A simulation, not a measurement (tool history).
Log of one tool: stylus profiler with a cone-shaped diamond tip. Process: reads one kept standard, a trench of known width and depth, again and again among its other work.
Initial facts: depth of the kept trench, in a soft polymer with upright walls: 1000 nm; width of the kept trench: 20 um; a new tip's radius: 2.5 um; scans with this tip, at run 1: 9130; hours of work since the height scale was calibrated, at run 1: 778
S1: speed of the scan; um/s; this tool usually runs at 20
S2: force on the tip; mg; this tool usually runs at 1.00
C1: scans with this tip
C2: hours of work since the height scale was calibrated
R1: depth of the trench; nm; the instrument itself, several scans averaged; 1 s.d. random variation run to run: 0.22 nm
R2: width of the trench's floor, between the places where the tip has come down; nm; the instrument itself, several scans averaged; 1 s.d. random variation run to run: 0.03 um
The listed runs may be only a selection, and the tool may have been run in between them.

Run 1, hour 0.0: usual settings; C1 9130; C2 778. Result: R1 1001.60 nm, R2 15060 nm.
Run 2, hour 34.4: usual settings; C1 9354; C2 797. Result: R1 1001.01 nm, R2 15050 nm.
Run 3, hour 62.3: usual settings; C1 9536; C2 813. Result: R1 1000.83 nm, R2 15000 nm.
Run 4, hour 116.7: usual settings; C1 9890; C2 843. Result: R1 1000.77 nm, R2 15010 nm.
Run 5, hour 156.2: usual settings; C1 10148; C2 865. Result: R1 1000.77 nm, R2 14950 nm.
Run 6, hour 198.4: usual settings; C1 10422; C2 888. Result: R1 1000.94 nm, R2 14980 nm.
Run 7, hour 255.6: usual settings; C1 10795; C2 920. Result: R1 1000.46 nm, R2 14930 nm.
Run 8, hour 285.1: usual settings; C1 10987; C2 937. Result: R1 1000.16 nm, R2 14870 nm.
Run 9, hour 335.2: usual settings but S1 30 um/s; C1 11313; C2 964. Result: R1 1000.37 nm, R2 14820 nm.
Run 10, hour 395.9: usual settings but S1 61 um/s; C1 11708; C2 998. Result: R1 1000.11 nm, R2 14700 nm.
Run 11, hour 424.5: usual settings but S1 61 um/s; C1 11895; C2 1014. Result: R1 999.88 nm, R2 14640 nm.
Run 12, hour 455.4: usual settings; C1 12096; C2 1031. Result: R1 999.48 nm, R2 14760 nm.
Run 13, hour 495.6: usual settings; C1 12358; C2 1053. Result: R1 999.56 nm, R2 14700 nm.
Run 14, hour 526.4: usual settings; C1 12558; C2 1070. Result: R1 999.71 nm, R2 14760 nm.
Run 15, hour 551.4: usual settings but S2 2.64 mg; C1 12721; C2 1084. Result: R1 1004.71 nm, R2 14760 nm.
Run 16, hour 611.9: usual settings but S2 1.40 mg; C1 13115; C2 1118. Result: R1 1001.35 nm, R2 14730 nm.
Run 17, hour 669.5: usual settings but S2 2.00 mg; C1 13491; C2 1150. Result: R1 1002.66 nm, R2 14630 nm.
Run 18, hour 709.8: usual settings but S2 2.00 mg; C1 13753; C2 1172. Result: R1 1002.28 nm, R2 14640 nm.
Run 19, hour 758.5: usual settings but S1 32 um/s, S2 2.00 mg; C1 14070; C2 1199. Result: R1 1002.38 nm, R2 14640 nm.
Run 20, hour 790.3: usual settings; C1 14277; C2 1217. Result: R1 999.16 nm, R2 14580 nm.
Run 21, hour 845.9: usual settings; C1 14639; C2 1248. Result: R1 998.68 nm, R2 14610 nm.
Run 22, hour 872.9: usual settings; C1 14815; C2 1263. Result: R1 998.60 nm, R2 14550 nm.
Run 23, hour 909.5: usual settings but S2 1.31 mg; C1 15053; C2 1283. Result: R1 999.58 nm, R2 14570 nm.
Run 24, hour 969.8: usual settings; C1 15446; C2 1317. Result: R1 998.65 nm, R2 14520 nm.
Run 25, hour 1023.1: usual settings; C1 15793; C2 1346. Result: R1 998.11 nm, R2 14440 nm.
Run 26, hour 1057.9: usual settings but S1 10 um/s, S2 0.37 mg; C1 16020; C2 1365. Result: R1 995.58 nm, R2 14440 nm.
Run 27, hour 1114.6: usual settings but S1 10 um/s, S2 2.06 mg; C1 16389; C2 1397. Result: R1 1001.70 nm, R2 14550 nm.
At hour 1117.9: height scale calibrated on a step standard.
Run 28, hour 1154.0: usual settings but S1 41 um/s, S2 2.17 mg; C1 16642; C2 20. Result: R1 999.12 nm, R2 14340 nm.
Run 29, hour 1181.2: usual settings but S1 40 um/s, S2 0.59 mg; C1 16820; C2 35. Result: R1 993.76 nm, R2 14260 nm.
Run 30, hour 1234.2: usual settings but S1 7 um/s, S2 0.59 mg; C1 17165; C2 65. Result: R1 993.62 nm, R2 14420 nm.
At hour 1252.7: height scale calibrated on a step standard, once more.
Run 31, hour 1268.7: usual settings but S1 15 um/s, S2 0.38 mg; C1 17386; C2 9. Result: R1 1002.48 nm, R2 14260 nm.
Run 32, hour 1302.1: usual settings but S1 15 um/s, S2 0.38 mg; C1 17604; C2 27. Result: R1 1002.72 nm, R2 14250 nm.
Run 33, hour 1332.1: usual settings but S1 16 um/s, S2 2.87 mg; C1 17799; C2 44. Result: R1 1011.21 nm, R2 14330 nm.
Run 34, hour 1361.4: usual settings but S2 0.34 mg; C1 17990; C2 60. Result: R1 1001.46 nm, R2 14220 nm.
Run 35, hour 1397.6: usual settings but S1 26 um/s; C1 18226; C2 80. Result: R1 1004.89 nm, R2 14200 nm.
Run 36, hour 1434.9: usual settings but S1 41 um/s, S2 0.44 mg; C1 18468; C2 101. Result: R1 1003.03 nm, R2 14120 nm.
Run 37, hour 1477.8: usual settings but S1 18 um/s, S2 1.11 mg; C1 18748; C2 125. Result: R1 1005.26 nm, R2 14200 nm.
Run 38, hour 1516.3: usual settings but S1 14 um/s, S2 0.45 mg; C1 18999; C2 146. Result: R1 1002.70 nm, R2 14180 nm.
Run 39, hour 1556.1: usual settings but S1 38 um/s, S2 2.03 mg; C1 19258; C2 168. Result: R1 1007.72 nm, R2 14130 nm.
Run 40, hour 1583.7: usual settings but S1 38 um/s, S2 2.03 mg; C1 19438; C2 184. Result: R1 1008.06 nm, R2 14160 nm.
Run 41, hour 1609.4: usual settings but S1 19 um/s, S2 1.53 mg; C1 19605; C2 198. Result: R1 1006.39 nm, R2 14170 nm.
Run 42, hour 1634.7: usual settings but S1 51 um/s, S2 0.88 mg; C1 19770; C2 212. Result: R1 1004.32 nm, R2 13960 nm.
Run 43, hour 1665.8: usual settings but S1 14 um/s, S2 1.05 mg; C1 19972; C2 229. Result: R1 1004.75 nm, R2 14100 nm.
Run 44, hour 1705.6: usual settings but S1 9 um/s, S2 1.55 mg; C1 20231; C2 251. Result: R1 1006.28 nm, R2 14120 nm.
Run 45, hour 1744.5: usual settings but S1 9 um/s, S2 0.74 mg; C1 20485; C2 273. Result: R1 1002.75 nm, R2 14100 nm.
Run 46, hour 1801.4: usual settings but S1 9 um/s, S2 0.74 mg; C1 20855; C2 305. Result: R1 1002.55 nm, R2 14090 nm.
Run 47, hour 1861.6: usual settings but S1 11 um/s, S2 0.46 mg; C1 21247; C2 338. Result: R1 1001.45 nm, R2 14030 nm.

Had the tool no unlogged condition, and each run kept its random variation, what would the results have been?
The tool's hidden condition here consists of: radius of the tip, um; height scale over the true one, %; drift of the gauge itself on depth_nm, %; drift of the gauge itself on floor_um, %.
run       R1     R2
  1  1005.98  15930
  2  1005.49  15930
  3  1005.38  15910
  4  1005.47  15940
  5  1005.57  15910
  6  1005.87  15960
  7  1005.54  15950
  8  1005.32  15910
  9  1005.67  15890
 10  1005.56  15800
 11  1005.41  15760
 12  1005.10  15900
 13  1005.30  15860
 14  1005.53  15940
 15  1010.62  15950
 16  1007.41  15960
 17  1008.89  15890
 18  1008.62  15930
 19  1008.85  15950
 20  1005.69  15910
 21  1005.36  15970
 22  1005.36  15930
 23  1006.44  15970
 24  1005.67  15950
 25  1005.26  15900
 26  1002.81  15920
 27  1009.15  16060
 28  1009.35  15870
 29  1004.01  15810
 30  1004.01  16000
 31  1002.62  15850
 32  1002.96  15870
 33  1011.52  15960
 34  1001.85  15870
 35  1005.38  15860
 36  1003.62  15800
 37  1005.98  15920
 38  1003.51  15910
 39  1008.64  15880
 40  1009.06  15930
 41  1007.46  15950
 42  1005.46  15760
 43  1005.97  15910
 44  1007.62  15960
 45  1004.19  15950
 46  1004.14  15980
 47  1003.20  15950

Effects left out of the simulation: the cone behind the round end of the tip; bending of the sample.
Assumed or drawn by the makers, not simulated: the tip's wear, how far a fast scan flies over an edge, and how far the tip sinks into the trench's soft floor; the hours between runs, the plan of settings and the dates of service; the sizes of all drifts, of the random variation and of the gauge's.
